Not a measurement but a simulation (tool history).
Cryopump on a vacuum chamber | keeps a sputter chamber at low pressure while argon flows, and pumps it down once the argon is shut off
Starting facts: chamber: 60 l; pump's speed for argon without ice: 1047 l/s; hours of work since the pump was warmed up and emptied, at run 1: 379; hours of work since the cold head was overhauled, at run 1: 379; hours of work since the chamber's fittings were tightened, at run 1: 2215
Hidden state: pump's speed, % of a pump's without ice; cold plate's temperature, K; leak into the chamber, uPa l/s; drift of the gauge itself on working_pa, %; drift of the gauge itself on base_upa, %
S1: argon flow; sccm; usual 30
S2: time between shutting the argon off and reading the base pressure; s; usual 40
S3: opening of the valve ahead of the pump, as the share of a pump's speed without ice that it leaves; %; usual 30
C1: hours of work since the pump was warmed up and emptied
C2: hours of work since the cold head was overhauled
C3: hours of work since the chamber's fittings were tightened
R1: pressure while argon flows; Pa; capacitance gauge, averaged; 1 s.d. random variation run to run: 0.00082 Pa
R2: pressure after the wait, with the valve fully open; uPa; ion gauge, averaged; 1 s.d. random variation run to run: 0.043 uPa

run   hour  S1  S2  S3   C1   C2    C3      R1    R2
  1    0.0  30  40  30  379  379  2215  0.1698  6.79
  2   13.7  30  40  30  389  389  2225  0.1702  6.78
  3   21.6  30  40  30  395  395  2231  0.1718  6.74
  4   32.8  30  40  30  403  403  2239  0.1709  6.73
  5   48.5  30  40  30  415  415  2251  0.1723  6.96
  6   61.1  17  40  30  425  425  2261  0.0969  6.99
  7   74.8  17  40  30  435  435  2271  0.0975  6.88
  8   82.9  17  40  30  441  441  2277  0.0975  6.75
  9   92.6  30  40  21  448  448  2284  0.2402  6.84
 10  100.6  30  40  21  454  454  2290  0.2434  6.94
 11  109.7  30  40  27  461  461  2297  0.1904  6.98
 12  119.4  30  25  30  469  469  2305  0.1717  8.54
 13  131.8  30  25  30  478  478  2314  0.1732  8.35
 14  147.7  30  40  30  490  490  2326  0.1736  7.20
     150.8  -- leaking fittings of the chamber tightened, without venting
 15  161.2  30  40  30  498  498     8  0.1733  2.66
 16  169.2  30  96  30  505  505    14  0.1729  1.38
 17  184.8  30  96  30  516  516    26  0.1728  1.36
 18  195.5  16  96  40  524  524    34  0.0708  1.34
 19  205.2  16  96  40  532  532    41  0.0716  1.37
 20  217.1  16  96  40  541  541    50  0.0714  1.44

Predict the results of run 21:
 21  232.3  52  96  21  552  552  61   ?   ?

{"run 21": {"R1": 0.4209, "R2": 1.44}}
Minus the tool's unlogged condition, the same run would have read R1 0.3977 Pa, R2 1.24 uPa.

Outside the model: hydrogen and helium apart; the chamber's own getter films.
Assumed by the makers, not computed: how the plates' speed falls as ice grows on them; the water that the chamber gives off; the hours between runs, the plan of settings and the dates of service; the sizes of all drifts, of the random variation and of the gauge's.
